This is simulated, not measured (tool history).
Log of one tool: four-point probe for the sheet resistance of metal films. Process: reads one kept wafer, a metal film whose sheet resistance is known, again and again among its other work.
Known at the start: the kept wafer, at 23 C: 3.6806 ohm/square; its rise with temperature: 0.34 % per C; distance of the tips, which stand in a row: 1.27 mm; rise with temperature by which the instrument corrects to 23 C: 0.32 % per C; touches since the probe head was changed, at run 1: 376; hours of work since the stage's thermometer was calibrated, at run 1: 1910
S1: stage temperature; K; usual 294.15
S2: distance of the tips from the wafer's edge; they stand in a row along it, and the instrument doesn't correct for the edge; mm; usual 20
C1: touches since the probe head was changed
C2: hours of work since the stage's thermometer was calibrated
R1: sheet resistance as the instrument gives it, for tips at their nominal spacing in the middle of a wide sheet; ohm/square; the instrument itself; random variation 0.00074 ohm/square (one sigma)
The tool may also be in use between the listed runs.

| run | hour | S1 | S2 | C1 | C2 | R1 |
|---|---|---|---|---|---|---|
| 1 | 0 | 294.15 | 20 | 376 | 1910 | 3.686963 |
| 2 | 36.7 | 294.15 | 20 | 1426 | 1935 | 3.688473 |
| 3 | 60.4 | 294.15 | 20 | 2105 | 1951 | 3.687437 |
| 4 | 102 | 294.15 | 7 | 3294 | 1979 | 3.742308 |
|  | 149.4 | stage's thermometer calibrated |
| 5 | 150.8 | 294.15 | 7 | 4676 | 1 | 3.743948 |
| 6 | 181.4 | 294.15 | 7 | 5551 | 22 | 3.743706 |
| 7 | 209.4 | 294.15 | 35 | 6352 | 41 | 3.682239 |
| 8 | 238.5 | 294.15 | 20 | 7183 | 61 | 3.688421 |
| 9 | 289.9 | 295.15 | 20 | 8654 | 95 | 3.688865 |
| 10 | 321.4 | 295.15 | 20 | 9556 | 117 | 3.687516 |
| 11 | 345.2 | 295.15 | 20 | 10236 | 133 | 3.688612 |
| 12 | 367.2 | 295.15 | 20 | 10866 | 148 | 3.688115 |
| 13 | 397.6 | 295.15 | 64 | 11736 | 169 | 3.682445 |
| 14 | 445 | 295.15 | 29 | 13090 | 201 | 3.683353 |
| 15 | 480.2 | 293.15 | 27 | 14097 | 225 | 3.682725 |
| 16 | 516.1 | 293.15 | 57 | 15125 | 249 | 3.680626 |
| 17 | 564.2 | 308.15 | 3 | 16501 | 282 | 4.008493 |
| 18 | 615.6 | 306.15 | 20 | 17970 | 317 | 3.695138 |
| 19 | 661.5 | 306.15 | 20 | 19285 | 348 | 3.69418 |
| 20 | 703.5 | 306.15 | 20 | 20486 | 377 | 3.693777 |
| 21 | 739.1 | 297.15 | 3 | 21505 | 401 | 4.00203 |
| 22 | 787.5 | 293.15 | 32 | 22889 | 434 | 3.680716 |
| 23 | 823.8 | 301.15 | 12 | 23926 | 458 | 3.707736 |
| 24 | 859.7 | 301.15 | 5 | 24954 | 483 | 3.806559 |
| 25 | 883.6 | 291.15 | 9 | 25638 | 499 | 3.716059 |
| 26 | 910.5 | 294.15 | 7 | 26407 | 517 | 3.742659 |
| 27 | 949.1 | 300.15 | 7 | 27511 | 544 | 3.747905 |

3 ways to go on from here, each from the tool as it stands after run 27. What would each give?
| A | 993.8 | 305.15 | 3 | 28791 | 574 | ? |
| B | 993.8 | 292.15 | 10 | 28791 | 574 | ? |
| C | 993.8 | 301.15 | 52 | 28791 | 574 | ? |

| run | R1 |
|---|---|
| A | 4.007508 |
| B | 3.709484 |
| C | 3.685894 |
Without the tool's hidden state the same runs would have given:
| run | R1 |
|---|---|
| A | 4.007543 |
| B | 3.709517 |
| C | 3.685926 |

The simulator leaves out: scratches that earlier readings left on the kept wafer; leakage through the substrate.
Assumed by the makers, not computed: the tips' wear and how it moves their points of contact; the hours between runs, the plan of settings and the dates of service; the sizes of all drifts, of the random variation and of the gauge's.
